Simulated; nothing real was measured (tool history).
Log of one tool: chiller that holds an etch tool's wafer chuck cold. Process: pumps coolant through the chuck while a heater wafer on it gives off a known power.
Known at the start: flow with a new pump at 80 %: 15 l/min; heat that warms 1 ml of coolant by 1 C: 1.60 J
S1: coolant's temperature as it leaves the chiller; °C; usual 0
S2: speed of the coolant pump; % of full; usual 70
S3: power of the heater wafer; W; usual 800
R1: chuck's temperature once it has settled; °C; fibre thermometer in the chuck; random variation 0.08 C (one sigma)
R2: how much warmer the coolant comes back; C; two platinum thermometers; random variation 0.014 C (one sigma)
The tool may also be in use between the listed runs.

run   hour  S1  S2    S3     R1    R2
  1    0.0   0  70   800   5.97  2.27
  2   36.2   0  70   800   6.05  2.28
  3   62.7   0  70   800   5.96  2.30
  4   88.5   0  70   800   6.04  2.28
  5  108.6   0  70  1092   8.06  3.13
  6  125.1   0  70  1092   8.22  3.10
  7  143.4   0  70   800   5.97  2.26
  8  167.6   0  70   800   5.94  2.27
  9  185.6   0  70   800   6.04  2.30
 10  208.5   0  66   800   6.24  2.43
 11  228.3   0  66   800   6.25  2.41
 12  254.8  -5  68   710   0.48  2.07
 13  284.6   6  60   705  12.06  2.36
 14  304.0   0  78   800   5.57  2.03
 15  321.5  10  63   521  14.26  1.65
 16  353.9  -7  86   566  -3.25  1.31
 17  389.7  -7  86   566  -3.26  1.32

Taken out of this log: 2 entries between the listed runs. Where each belongs, and how the hidden state differs across it:
Between runs 11 and 12: coolant pump overhauled (hour 236.0)
  heat passed by the chuck's channels, % of clean ones': 95.8 -> 95.7; flow at a given pump speed, % of a new pump's: 99.8 -> 99.7
  measured less the result without the state, R1: +0.44 -> +0.42 °C
Between runs 16 and 17: coolant pump overhauled, once more (hour 375.6)
  heat passed by the chuck's channels, % of clean ones': 95.4 -> 95.3; flow at a given pump speed, % of a new pump's: 99.6 -> 100.1
  measured less the result without the state, R1: +0.38 -> +0.38 °C
